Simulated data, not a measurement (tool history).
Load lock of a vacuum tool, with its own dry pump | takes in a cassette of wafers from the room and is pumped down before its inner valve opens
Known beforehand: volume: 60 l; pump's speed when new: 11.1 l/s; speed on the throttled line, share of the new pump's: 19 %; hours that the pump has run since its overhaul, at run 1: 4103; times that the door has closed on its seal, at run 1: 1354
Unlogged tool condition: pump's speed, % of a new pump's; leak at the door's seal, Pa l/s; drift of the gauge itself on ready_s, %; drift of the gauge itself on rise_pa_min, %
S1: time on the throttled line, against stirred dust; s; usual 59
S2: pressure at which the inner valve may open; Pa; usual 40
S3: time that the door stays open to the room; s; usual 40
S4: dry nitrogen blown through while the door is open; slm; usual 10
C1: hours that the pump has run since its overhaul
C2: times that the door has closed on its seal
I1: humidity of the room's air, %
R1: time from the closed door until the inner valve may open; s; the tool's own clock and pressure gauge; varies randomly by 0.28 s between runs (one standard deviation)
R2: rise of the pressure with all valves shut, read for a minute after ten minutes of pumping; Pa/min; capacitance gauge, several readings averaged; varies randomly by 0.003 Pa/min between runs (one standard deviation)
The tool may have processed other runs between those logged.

run 1 hour=0.0 | S1=59 S2=40 S3=40 S4=10 | C1=4103 C2=1354 | I1=45.3 | R1=92.3 R2=0.018
run 2 hour=289.9 | S1=59 S2=40 S3=40 S4=10 | C1=4393 C2=1656 | I1=43.8 | R1=92.0 R2=0.013
run 3 hour=471.9 | S1=59 S2=40 S3=40 S4=10 | C1=4575 C2=1845 | I1=45.3 | R1=92.2 R2=0.025
run 4 hour=725.4 | S1=59 S2=40 S3=40 S4=10 | C1=4829 C2=2109 | I1=45.5 | R1=92.5 R2=0.023
run 5 hour=976.7 | S1=59 S2=40 S3=40 S4=10 | C1=5080 C2=2370 | I1=43.9 | R1=91.9 R2=0.026
run 6 hour=1263.4 | S1=59 S2=40 S3=40 S4=10 | C1=5367 C2=2668 | I1=43.3 | R1=92.7 R2=0.024
run 7 hour=1422.7 | S1=59 S2=32 S3=40 S4=4 | C1=5526 C2=2834 | I1=48.2 | R1=94.4 R2=0.033
run 8 hour=1640.7 | S1=105 S2=37 S3=61 S4=36 | C1=5744 C2=3061 | I1=44.6 | R1=129.7 R2=0.020
run 9 hour=1914.3 | S1=66 S2=74 S3=114 S4=10 | C1=6017 C2=3345 | I1=44.6 | R1=94.7 R2=0.041
run 10 hour=2141.3 | S1=64 S2=40 S3=225 S4=21 | C1=6244 C2=3581 | I1=43.4 | R1=96.7 R2=0.042
run 11 hour=2281.7 | S1=51 S2=54 S3=27 S4=8 | C1=6385 C2=3727 | I1=44.4 | R1=84.6 R2=0.028
run 12 hour=2460.2 | S1=59 S2=36 S3=40 S4=44 | C1=6563 C2=3913 | I1=46.4 | R1=93.4 R2=0.023

Each row is a separate what-if for the run after 12, all from the same tool condition, not one after another. Results?
run A hour=2615.3 | S1=47 S2=44 S3=40 S4=7 | C1=6718 C2=4074 | I1=48.9 | R1=? R2=?
run B hour=2615.3 | S1=30 S2=39 S3=28 S4=44 | C1=6718 C2=4074 | I1=47.3 | R1=? R2=?
run C hour=2615.3 | S1=33 S2=36 S3=40 S4=44 | C1=6718 C2=4074 | I1=51.0 | R1=? R2=?

run=A R1=83.0 R2=0.032
run=B R1=69.8 R2=0.015
run=C R1=72.5 R2=0.017
Without the tool's hidden state the same runs would have given:
run=A R1=80.5 R2=0.020
run=B R1=67.1 R2=0.004
run=C R1=69.8 R2=0.006
